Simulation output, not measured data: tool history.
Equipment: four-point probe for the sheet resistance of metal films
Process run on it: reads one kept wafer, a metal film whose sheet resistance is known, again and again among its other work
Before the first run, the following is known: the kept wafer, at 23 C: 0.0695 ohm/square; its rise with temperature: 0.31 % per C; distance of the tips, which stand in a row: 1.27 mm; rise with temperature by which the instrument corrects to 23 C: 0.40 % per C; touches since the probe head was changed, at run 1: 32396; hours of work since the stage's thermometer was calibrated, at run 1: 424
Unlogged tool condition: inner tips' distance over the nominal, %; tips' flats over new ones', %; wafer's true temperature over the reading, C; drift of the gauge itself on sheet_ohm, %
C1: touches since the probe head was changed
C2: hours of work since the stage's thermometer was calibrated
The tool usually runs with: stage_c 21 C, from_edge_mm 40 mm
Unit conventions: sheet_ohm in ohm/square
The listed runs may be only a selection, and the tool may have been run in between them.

run 1 hour=0.0 | stage_c=21 from_edge_mm=40 | C1=32396 C2=424 | sheet_ohm=0.069176
run 2 hour=21.4 | stage_c=21 from_edge_mm=40 | C1=33350 C2=438 | sheet_ohm=0.069170
run 3 hour=39.5 | stage_c=21 from_edge_mm=40 | C1=34153 C2=449 | sheet_ohm=0.069173
run 4 hour=51.4 | stage_c=21 from_edge_mm=40 | C1=34686 C2=457 | sheet_ohm=0.069150
run 5 hour=66.5 | stage_c=21 from_edge_mm=40 | C1=35357 C2=467 | sheet_ohm=0.069158
run 6 hour=76.8 | stage_c=21 from_edge_mm=40 | C1=35815 C2=473 | sheet_ohm=0.069159
run 7 hour=93.6 | stage_c=21 from_edge_mm=40 | C1=36562 C2=484 | sheet_ohm=0.069159
run 8 hour=109.4 | stage_c=21 from_edge_mm=16 | C1=37265 C2=494 | sheet_ohm=0.069331
run 9 hour=122.7 | stage_c=21 from_edge_mm=68 | C1=37860 C2=503 | sheet_ohm=0.069103
run 10 hour=133.2 | stage_c=21 from_edge_mm=68 | C1=38324 C2=509 | sheet_ohm=0.069107
run 11 hour=142.3 | stage_c=31 from_edge_mm=15 | C1=38733 C2=515 | sheet_ohm=0.068742
run 12 hour=161.7 | stage_c=20 from_edge_mm=12 | C1=39598 C2=528 | sheet_ohm=0.069580
run 13 hour=171.0 | stage_c=26 from_edge_mm=32 | C1=40012 C2=534 | sheet_ohm=0.068832
run 14 hour=186.3 | stage_c=29 from_edge_mm=7 | C1=40692 C2=543 | sheet_ohm=0.069766
run 15 hour=208.1 | stage_c=29 from_edge_mm=48 | C1=41662 C2=557 | sheet_ohm=0.068616
run 16 hour=223.5 | stage_c=29 from_edge_mm=18 | C1=42348 C2=567 | sheet_ohm=0.068783
run 17 hour=237.3 | stage_c=29 from_edge_mm=4 | C1=42961 C2=576 | sheet_ohm=0.072102

Same runs, no hidden state in the tool, same run-to-run variation:
run=1 sheet_ohm=0.069661
run=2 sheet_ohm=0.069662
run=3 sheet_ohm=0.069672
run=4 sheet_ohm=0.069653
run=5 sheet_ohm=0.069666
run=6 sheet_ohm=0.069670
run=7 sheet_ohm=0.069676
run=8 sheet_ohm=0.069854
run=9 sheet_ohm=0.069629
run=10 sheet_ohm=0.069637
run=11 sheet_ohm=0.069273
run=12 sheet_ohm=0.070123
run=13 sheet_ohm=0.069373
run=14 sheet_ohm=0.070318
run=15 sheet_ohm=0.069168
run=16 sheet_ohm=0.069341
run=17 sheet_ohm=0.072689
